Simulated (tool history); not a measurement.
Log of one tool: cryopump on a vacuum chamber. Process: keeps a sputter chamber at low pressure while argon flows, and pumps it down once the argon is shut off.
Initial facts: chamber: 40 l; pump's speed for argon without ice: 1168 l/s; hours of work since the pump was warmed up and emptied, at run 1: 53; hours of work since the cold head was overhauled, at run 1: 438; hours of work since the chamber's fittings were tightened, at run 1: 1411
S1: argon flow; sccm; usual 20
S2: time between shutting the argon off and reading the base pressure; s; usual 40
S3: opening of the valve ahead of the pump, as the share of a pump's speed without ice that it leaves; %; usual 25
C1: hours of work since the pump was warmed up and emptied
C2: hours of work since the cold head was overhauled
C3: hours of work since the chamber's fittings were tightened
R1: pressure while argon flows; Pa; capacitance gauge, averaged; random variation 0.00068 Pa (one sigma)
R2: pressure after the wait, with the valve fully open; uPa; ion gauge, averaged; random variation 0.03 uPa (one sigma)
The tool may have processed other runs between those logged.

run,hour,S1,S2,S3,C1,C2,C3,R1,R2
1,0,20,40,25,53,438,1411,0.1164,2.07
2,21.3,20,40,25,69,454,1427,0.1178,1.99
3,51.7,20,40,25,91,477,1450,0.1198,2.06
4,70,20,40,25,105,490,1464,0.12,2.07
5,101.1,20,202,25,129,514,1487,0.1198,1.11
6,130.3,20,40,25,151,536,1509,0.1214,2.16
7,145.5,20,40,25,162,547,1521,0.1211,2.19
8,159.1,20,40,25,172,557,1531,0.1222,2.14
9,175.4,20,40,25,185,570,1543,0.1222,2.19
10,195.3,20,40,25,200,585,1558,0.1234,2.16
11,208.8,20,40,18,210,595,1568,0.1692,2.19
12,232.6,20,40,18,228,613,1586,0.1684,2.26
13,249.9,20,40,21,241,626,1599,0.1459,2.28
14,264.7,20,40,21,252,637,1610,0.1474,2.27
15,291.8,20,40,21,272,657,1631,0.1475,2.31
16,320.4,20,40,21,294,679,1652,0.1495,2.31
17,339.2,9,40,21,308,693,1667,0.067,2.37
18,368.8,9,40,21,330,715,1689,0.0689,2.43
19,399.4,20,55,20,353,738,1712,0.1597,2.14
20,416.2,11,55,48,366,751,1725,0.0415,2.15
# hour 433.5: pump warmed up, emptied and cooled again
21,435.9,11,55,48,2,762,1736,0.033,1.73
22,454.1,15,55,39,16,776,1749,0.0574,1.8
23,483.1,20,101,24,37,798,1771,0.123,1.35

Run 24 is up next; what results do you expect?
24,510.1,16,137,25,58,818,1791,?,?

R1: 0.0941 Pa
R2: 1.27 uPa
Were there no unlogged condition in the tool, this run, its random variation unchanged, would have produced R1 0.0923 Pa, R2 0.61 uPa.
